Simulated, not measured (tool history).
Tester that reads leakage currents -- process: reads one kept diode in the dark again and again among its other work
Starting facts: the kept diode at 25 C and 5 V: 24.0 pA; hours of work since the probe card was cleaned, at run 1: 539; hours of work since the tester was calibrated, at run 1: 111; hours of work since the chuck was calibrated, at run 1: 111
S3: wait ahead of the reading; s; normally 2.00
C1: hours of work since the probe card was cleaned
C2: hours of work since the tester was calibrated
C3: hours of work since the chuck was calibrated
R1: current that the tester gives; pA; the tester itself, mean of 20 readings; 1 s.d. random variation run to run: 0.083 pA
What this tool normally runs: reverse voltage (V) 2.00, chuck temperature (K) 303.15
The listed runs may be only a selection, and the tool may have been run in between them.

run 1 hour=0.0 | reverse_voltage_(V)=2.00 chuck_temperature_(K)=303.15 S3=2.00 | C1=539 C2=111 C3=111 | R1=24.91
run 2 hour=76.8 | reverse_voltage_(V)=2.00 chuck_temperature_(K)=303.15 S3=2.00 | C1=573 C2=145 C3=145 | R1=25.04
run 3 hour=165.9 | reverse_voltage_(V)=1.74 chuck_temperature_(K)=303.15 S3=2.00 | C1=612 C2=185 C3=185 | R1=23.36
run 4 hour=222.6 | reverse_voltage_(V)=2.00 chuck_temperature_(K)=303.15 S3=2.00 | C1=637 C2=210 C3=210 | R1=25.73
run 5 hour=291.8 | reverse_voltage_(V)=2.00 chuck_temperature_(K)=303.15 S3=2.00 | C1=668 C2=241 C3=241 | R1=25.81
run 6 hour=355.2 | reverse_voltage_(V)=2.00 chuck_temperature_(K)=303.15 S3=2.49 | C1=696 C2=269 C3=269 | R1=25.75
run 7 hour=454.6 | reverse_voltage_(V)=2.00 chuck_temperature_(K)=303.15 S3=2.49 | C1=740 C2=313 C3=313 | R1=26.31
run 8 hour=519.6 | reverse_voltage_(V)=2.00 chuck_temperature_(K)=303.15 S3=2.00 | C1=769 C2=342 C3=342 | R1=26.32
run 9 hour=560.6 | reverse_voltage_(V)=1.18 chuck_temperature_(K)=325.15 S3=4.47 | C1=787 C2=360 C3=360 | R1=82.82
run 10 hour=618.5 | reverse_voltage_(V)=12.67 chuck_temperature_(K)=325.15 S3=0.59 | C1=813 C2=385 C3=385 | R1=311.22
run 11 hour=664.8 | reverse_voltage_(V)=15.73 chuck_temperature_(K)=318.15 S3=0.51 | C1=833 C2=406 C3=406 | R1=236.81
run 12 hour=711.9 | reverse_voltage_(V)=15.73 chuck_temperature_(K)=318.15 S3=0.51 | C1=854 C2=427 C3=427 | R1=238.01
run 13 hour=764.7 | reverse_voltage_(V)=3.10 chuck_temperature_(K)=313.15 S3=0.40 | C1=877 C2=450 C3=450 | R1=67.39
run 14 hour=852.9 | reverse_voltage_(V)=6.99 chuck_temperature_(K)=313.15 S3=0.40 | C1=917 C2=489 C3=489 | R1=110.43
run 15 hour=921.5 | reverse_voltage_(V)=6.99 chuck_temperature_(K)=300.15 S3=4.34 | C1=947 C2=520 C3=520 | R1=52.42

Alternative continuations, all from the tool just after run 15; predict every row:
run A hour=994.0 | reverse_voltage_(V)=1.04 chuck_temperature_(K)=305.15 S3=2.00 | C1=979 C2=552 C3=552 | R1=?
run B hour=994.0 | reverse_voltage_(V)=10.69 chuck_temperature_(K)=303.15 S3=0.63 | C1=979 C2=552 C3=552 | R1=?
run C hour=994.0 | reverse_voltage_(V)=1.07 chuck_temperature_(K)=329.15 S3=2.00 | C1=979 C2=552 C3=552 | R1=?
run D hour=994.0 | reverse_voltage_(V)=16.44 chuck_temperature_(K)=313.15 S3=2.00 | C1=979 C2=552 C3=552 | R1=?
run E hour=994.0 | reverse_voltage_(V)=1.22 chuck_temperature_(K)=319.15 S3=4.34 | C1=979 C2=552 C3=552 | R1=?

run=A R1=21.29
run=B R1=85.54
run=C R1=103.15
run=D R1=187.04
run=E R1=58.53
The same runs, with their run-to-run variation unchanged, on a tool lacking any hidden condition would have given:
run=A R1=18.04
run=B R1=56.23
run=C R1=97.64
run=D R1=140.46
run=E R1=53.78

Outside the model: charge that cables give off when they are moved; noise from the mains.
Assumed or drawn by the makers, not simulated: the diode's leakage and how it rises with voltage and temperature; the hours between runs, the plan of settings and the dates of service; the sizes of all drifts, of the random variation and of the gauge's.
